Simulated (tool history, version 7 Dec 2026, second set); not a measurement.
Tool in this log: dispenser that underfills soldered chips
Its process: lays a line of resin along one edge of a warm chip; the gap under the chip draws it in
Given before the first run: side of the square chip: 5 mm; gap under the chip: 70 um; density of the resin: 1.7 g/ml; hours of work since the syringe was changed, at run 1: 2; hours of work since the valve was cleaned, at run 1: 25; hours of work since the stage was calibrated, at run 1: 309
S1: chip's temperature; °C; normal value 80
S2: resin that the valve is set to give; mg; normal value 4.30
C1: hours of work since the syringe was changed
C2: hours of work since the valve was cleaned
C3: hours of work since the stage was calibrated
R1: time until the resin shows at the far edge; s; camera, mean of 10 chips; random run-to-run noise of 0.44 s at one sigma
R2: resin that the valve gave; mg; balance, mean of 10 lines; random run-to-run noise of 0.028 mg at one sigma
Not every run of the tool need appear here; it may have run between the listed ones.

run,hour,S1,S2,C1,C2,C3,R1,R2
1,0.0,80,4.30,2,25,309,38.1,4.25
2,7.4,80,4.30,6,30,314,50.2,4.25
# hour 12.8: new syringe of resin
3,18.9,80,4.26,4,37,321,43.2,4.24
# hour 27.8: new syringe of resin
4,27.8,80,4.26,0,43,327,35.0,4.16
5,35.6,80,4.26,5,48,332,48.6,4.18
# hour 42.9: stage's temperature calibrated
# hour 44.3: new syringe of resin
6,46.8,80,4.26,2,54,2,35.3,4.11
7,54.1,80,4.26,6,59,7,47.1,4.18
# hour 59.5: new syringe of resin
8,60.3,80,4.26,1,62,11,33.3,4.09
9,69.8,80,4.26,7,69,17,48.3,4.12
# hour 74.6: new syringe of resin
10,80.7,80,4.26,4,75,24,40.5,4.13
# hour 89.4: new syringe of resin
11,90.1,80,4.26,0,81,30,33.3,4.13
12,102.3,80,5.07,8,89,37,51.8,4.83
# hour 104.7: new syringe of resin
13,113.4,80,4.30,6,96,44,47.0,4.11
# hour 119.6: new syringe of resin
14,119.6,80,4.30,0,100,48,32.0,4.07
15,129.4,80,4.30,6,106,55,48.0,4.06
# hour 134.7: new syringe of resin
16,137.1,80,4.30,2,111,59,36.8,4.06
17,142.0,80,4.30,5,114,63,44.7,4.04
18,148.9,80,4.30,9,119,67,59.1,4.03
# hour 150.3: new syringe of resin
19,154.4,74,5.10,3,122,70,45.7,4.79
# hour 157.4: dispensing valve cleaned and set on the balance
20,165.4,72,4.30,9,5,77,73.1,4.31
# hour 166.3: new syringe of resin
21,173.7,93,4.30,5,10,82,30.4,4.23
# hour 181.1: new syringe of resin
22,181.1,93,4.87,0,15,87,22.1,4.84
23,191.2,93,4.87,6,21,93,32.8,4.78
# hour 196.9: new syringe of resin
24,199.4,93,4.87,2,26,98,23.3,4.81
25,208.4,84,4.87,7,32,104,45.8,4.75
# hour 211.8: new syringe of resin
26,219.6,91,4.38,5,39,111,34.5,4.25
# hour 227.5: new syringe of resin
27,230.6,80,5.18,2,46,118,36.9,4.99
28,237.5,80,5.18,6,51,122,47.9,5.04
# hour 243.0: new syringe of resin
29,243.3,68,3.99,0,54,126,48.2,3.90
30,250.4,80,4.29,5,59,130,43.8,4.13
# hour 257.9: new syringe of resin
31,259.9,80,5.52,1,65,136,35.2,5.36
32,266.0,80,5.52,5,69,140,44.3,5.33
# hour 272.9: new syringe of resin
33,274.9,80,4.72,1,74,146,34.6,4.51
34,282.8,94,4.86,6,79,151,32.6,4.65
# hour 288.1: new syringe of resin
35,293.9,94,4.86,4,86,158,27.3,4.60

Consider 5 possible next runs. They are alternatives, not a sequence: every one starts from the tool as it was left by run 35. What does each give?
A,299.1,90,4.30,7,90,161,?,?
B,299.1,79,4.30,7,90,161,?,?
C,299.1,71,4.86,7,90,161,?,?
D,299.1,65,4.86,7,90,161,?,?
E,299.1,82,5.12,7,90,161,?,?

run,R1,R2
A,38.2,4.06
B,53.2,4.12
C,68.3,4.59
D,80.1,4.62
E,48.0,4.88
Stripped of hidden state, with their random variation kept, the same runs would have yielded:
run,R1,R2
A,23.6,4.26
B,32.9,4.32
C,42.6,4.82
D,49.7,4.84
E,30.1,5.12
